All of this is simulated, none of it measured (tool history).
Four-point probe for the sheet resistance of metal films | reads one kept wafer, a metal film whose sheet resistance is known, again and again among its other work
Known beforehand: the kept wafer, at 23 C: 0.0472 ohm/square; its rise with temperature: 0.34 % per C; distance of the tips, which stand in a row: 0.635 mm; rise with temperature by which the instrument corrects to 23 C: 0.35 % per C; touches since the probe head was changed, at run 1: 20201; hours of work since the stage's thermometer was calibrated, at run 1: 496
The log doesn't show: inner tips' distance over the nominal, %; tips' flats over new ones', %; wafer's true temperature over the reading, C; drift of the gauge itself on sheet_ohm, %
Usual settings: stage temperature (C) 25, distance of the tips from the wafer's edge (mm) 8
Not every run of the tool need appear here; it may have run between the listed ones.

run,day,stage temperature (C),distance of the tips from the wafer's edge (mm),touches since the probe head was changed,hours of work since the stage's thermometer was calibrated,sheet resistance as the instrument gives it (ohm/square)
1,0.000,25,8,20201,496,0.047301
2,1.775,25,8,20705,513,0.047303
3,3.342,25,8,21149,528,0.047307
4,4.646,25,8,21520,541,0.047291
5,5.492,25,5,21760,550,0.047570
6,6.408,25,5,22020,559,0.047567
7,8.238,23,8,22539,576,0.047325
8,9.262,27,8,22830,586,0.047297
9,10.712,27,8,23242,601,0.047315
10,11.783,27,8,23546,611,0.047307
11,12.575,27,8,23770,619,0.047300
12,14.408,27,8,24290,637,0.047321
13,15.417,27,8,24576,647,0.047303
14,16.796,25,8,24968,660,0.047334
15,18.017,25,23,25314,672,0.047185
16,19.304,25,23,25680,685,0.047193
17,21.150,25,23,26203,703,0.047194
18,22.812,25,23,26676,719,0.047180
19,24.375,30,8,27118,734,0.047314
20,26.088,25,8,27605,751,0.047305
21,27.421,30,27,27983,764,0.047170
22,29.242,19,9,28500,782,0.047324
23,31.000,19,9,28998,799,0.047323
24,32.854,31,15,29525,818,0.047193
25,34.438,25,23,29975,833,0.047201
26,35.508,25,23,30278,844,0.047205
27,36.733,25,23,30625,856,0.047200
28,37.958,32,72,30973,868,0.047166
29,39.483,23,51,31406,883,0.047198
30,40.425,23,51,31673,892,0.047197
31,42.192,26,8,32175,909,0.047325
32,43.742,26,8,32615,924,0.047346
33,44.871,25,4,32935,935,0.047814
34,46.233,25,4,33321,949,0.047821
35,47.504,25,4,33682,961,0.047819
36,49.417,25,4,34225,980,0.047829
37,50.638,25,22,34572,992,0.047217
38,52.304,28,3,35044,1008,0.048296
39,53.917,23,13,35502,1024,0.047267
40,55.042,23,13,35822,1035,0.047273

4 options for the next run, each taken on its own from the tool as it stands now. Forecast them:
A,56.117,22,22,36127,1045,?
B,56.117,31,16,36127,1045,?
C,56.117,31,12,36127,1045,?
D,56.117,25,3,36127,1045,?

run,sheet resistance as the instrument gives it (ohm/square)
A,0.047223
B,0.047219
C,0.047235
D,0.048297
What these runs would have given with no unlogged condition in the tool:
run,sheet resistance as the instrument gives it (ohm/square)
A,0.047221
B,0.047218
C,0.047233
D,0.048295

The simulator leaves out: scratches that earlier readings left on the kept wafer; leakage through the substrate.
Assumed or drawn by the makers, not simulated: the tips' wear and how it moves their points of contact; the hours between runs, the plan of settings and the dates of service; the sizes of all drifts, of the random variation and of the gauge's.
